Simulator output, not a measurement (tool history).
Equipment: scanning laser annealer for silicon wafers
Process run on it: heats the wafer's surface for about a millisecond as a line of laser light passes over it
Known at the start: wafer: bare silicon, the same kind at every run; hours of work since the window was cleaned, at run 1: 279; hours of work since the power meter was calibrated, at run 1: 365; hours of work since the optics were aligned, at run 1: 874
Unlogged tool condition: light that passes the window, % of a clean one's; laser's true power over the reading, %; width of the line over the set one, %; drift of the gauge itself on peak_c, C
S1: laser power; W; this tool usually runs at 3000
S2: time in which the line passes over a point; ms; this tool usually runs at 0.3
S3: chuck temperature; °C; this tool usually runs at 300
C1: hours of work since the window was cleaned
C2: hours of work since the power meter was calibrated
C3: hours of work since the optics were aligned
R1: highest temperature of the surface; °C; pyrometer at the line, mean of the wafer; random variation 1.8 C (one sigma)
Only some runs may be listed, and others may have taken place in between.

| run | hour | S1 | S2 | S3 | C1 | C2 | C3 | R1 |
|---|---|---|---|---|---|---|---|---|
| 1 | 0 | 3000 | 0.3 | 300 | 279 | 365 | 874 | 1035 |
| 2 | 21.2 | 3000 | 0.289 | 300 | 289 | 375 | 883 | 1024 |
| 3 | 37.5 | 3000 | 0.3 | 300 | 296 | 382 | 891 | 1039 |
| 4 | 57 | 3000 | 0.3 | 300 | 305 | 391 | 899 | 1038 |
| 5 | 78.1 | 3000 | 0.3 | 300 | 314 | 400 | 909 | 1033 |
| 6 | 94.2 | 3000 | 0.3 | 300 | 321 | 407 | 916 | 1034 |
| 7 | 119.1 | 3000 | 0.3 | 269 | 332 | 418 | 927 | 1003 |
| 8 | 146.8 | 3000 | 0.3 | 269 | 345 | 430 | 939 | 1002 |
| 9 | 169.1 | 3000 | 0.3 | 300 | 355 | 440 | 949 | 1032 |
| 10 | 190.5 | 2727 | 0.3 | 300 | 364 | 450 | 959 | 969 |
| 11 | 218.1 | 3000 | 0.3 | 322 | 376 | 462 | 971 | 1054 |
| 12 | 234.2 | 3000 | 0.3 | 298 | 384 | 469 | 978 | 1032 |
| 13 | 245.8 | 3000 | 0.3 | 298 | 389 | 475 | 983 | 1032 |
| 14 | 271.7 | 3000 | 0.3 | 298 | 400 | 486 | 995 | 1027 |
| 15 | 284.1 | 2664 | 0.246 | 333 | 406 | 492 | 1001 | 930 |
| 16 | 298.4 | 2791 | 0.252 | 266 | 412 | 498 | 1007 | 894 |
| 17 | 320.4 | 2791 | 0.252 | 266 | 422 | 508 | 1017 | 898 |
| 18 | 332.1 | 3189 | 0.365 | 266 | 427 | 513 | 1022 | 1103 |
|  | 356.7 | window over the wafer cleaned |
| 19 | 361.3 | 2590 | 0.365 | 317 | 2 | 525 | 1034 | 1032 |
| 20 | 373.3 | 2924 | 0.252 | 335 | 7 | 531 | 1039 | 1013 |
| 21 | 396.2 | 2924 | 0.252 | 335 | 18 | 541 | 1050 | 1010 |
| 22 | 409.6 | 3065 | 0.336 | 300 | 24 | 547 | 1056 | 1099 |
| 23 | 430.4 | 3000 | 0.377 | 261 | 33 | 556 | 1065 | 1088 |
| 24 | 442.8 | 3245 | 0.213 | 277 | 38 | 562 | 1070 | 961 |
| 25 | 466.7 | 3245 | 0.213 | 277 | 49 | 572 | 1081 | 960 |
| 26 | 480.4 | 2613 | 0.242 | 291 | 55 | 578 | 1087 | 883 |

Below are 3 alternative next runs, each starting from the tool's condition after run 26. Predict each:
| A | 505.4 | 3112 | 0.3 | 277 | 66 | 589 | 1098 | ? |
| B | 505.4 | 3000 | 0.222 | 294 | 66 | 589 | 1098 | ? |
| C | 505.4 | 2664 | 0.364 | 262 | 66 | 589 | 1098 | ? |

| run | R1 |
|---|---|
| A | 1047 |
| B | 943 |
| C | 990 |
What these runs would have given with no unlogged condition in the tool:
| run | R1 |
|---|---|
| A | 1061 |
| B | 955 |
| C | 1004 |
